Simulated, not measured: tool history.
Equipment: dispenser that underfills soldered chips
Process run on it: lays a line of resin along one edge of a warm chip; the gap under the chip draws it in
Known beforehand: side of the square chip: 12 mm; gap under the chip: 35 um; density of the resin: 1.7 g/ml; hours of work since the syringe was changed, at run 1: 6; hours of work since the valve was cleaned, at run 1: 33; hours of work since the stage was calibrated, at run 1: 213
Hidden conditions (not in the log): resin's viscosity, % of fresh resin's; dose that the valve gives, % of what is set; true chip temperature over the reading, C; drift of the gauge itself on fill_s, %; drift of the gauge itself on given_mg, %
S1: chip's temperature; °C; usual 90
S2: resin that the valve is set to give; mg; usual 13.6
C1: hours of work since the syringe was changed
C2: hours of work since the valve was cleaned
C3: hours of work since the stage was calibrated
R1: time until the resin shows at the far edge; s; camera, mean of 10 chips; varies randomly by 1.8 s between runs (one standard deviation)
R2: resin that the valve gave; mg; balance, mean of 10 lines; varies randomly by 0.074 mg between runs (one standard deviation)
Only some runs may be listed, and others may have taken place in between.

run,hour,S1,S2,C1,C2,C3,R1,R2
1,0,90,13.6,6,33,213,207.7,13.44
# hour 3.4: new syringe of resin
2,8.3,90,15.5,3,39,219,192,15.34
3,14.1,90,13.6,7,43,223,213.6,13.38
# hour 15.8: new syringe of resin
4,19.6,90,13.3,3,46,226,185,13.06
5,24.1,90,13.3,6,49,229,209.9,13.1
# hour 27.7: new syringe of resin
6,33.5,90,13.3,4,56,236,191.7,12.94
# hour 40: new syringe of resin
7,40.1,90,13.3,0,60,240,173.9,13.04
8,45,90,13.6,3,63,243,192.7,13.42
9,49.8,90,13.6,7,67,247,211.3,13.37
# hour 52.1: new syringe of resin
10,55.6,90,13.6,2,70,250,191.5,13.21
11,60.9,90,13.6,6,74,254,209.2,13.31
# hour 64.3: new syringe of resin
12,70.2,90,13.6,4,80,260,194.1,13.32
13,74.2,90,13.6,7,83,263,212.7,13.34
# hour 76.5: new syringe of resin
14,80.5,90,13.6,3,87,267,186.6,13.18
15,86.1,81,13.6,7,91,271,317.4,13.16
# hour 88.4: new syringe of resin
16,91.3,90,12.7,2,94,274,184.6,12.33
# hour 100.3: new syringe of resin
17,100.5,90,17.2,0,100,280,171.6,16.77
18,108,92,16.6,5,105,285,184.5,16.01
# hour 112.4: new syringe of resin
19,113.8,81,12.6,1,109,289,267.8,12.12
20,120.4,81,16.5,5,114,294,297.2,15.81
# hour 124.7: new syringe of resin
21,125.2,92,15.6,0,117,297,155.4,15.06
22,132.4,92,15.6,5,122,302,184.7,14.92
# hour 136.7: new syringe of resin
23,137,85,14,0,125,305,209.2,13.41
24,144.7,103,14.3,5,130,310,111.7,13.67
# hour 149: new syringe of resin
25,151.2,90,16.3,2,134,314,174.3,15.53
26,156.3,85,16.2,5,138,318,249.9,15.42
# hour 161.4: new syringe of resin
27,165.6,85,16.2,3,144,324,228.1,15.41
# hour 173.2: new syringe of resin
28,174.2,85,16.2,1,150,330,214.6,15.38
# hour 175.8: dispensing valve cleaned and set on the balance
29,180.4,91,16.8,4,3,333,175.8,16.81
# hour 186.2: new syringe of resin
30,190.2,86,13.6,3,10,340,220.2,13.71
# hour 198.4: new syringe of resin
31,198.7,76,17.7,0,15,345,318.1,17.8
32,206.1,76,17.7,5,20,350,376.6,17.73

What does the tool deliver on the next run?
# hour 210.7: new syringe of resin
33,212.4,76,17.7,1,24,355,?,?

Run 33 yielded R1 336.8 s, R2 17.64 mg.
The same run, on a tool lacking any hidden state, would have yielded R1 346.1 s, R2 17.73 mg.

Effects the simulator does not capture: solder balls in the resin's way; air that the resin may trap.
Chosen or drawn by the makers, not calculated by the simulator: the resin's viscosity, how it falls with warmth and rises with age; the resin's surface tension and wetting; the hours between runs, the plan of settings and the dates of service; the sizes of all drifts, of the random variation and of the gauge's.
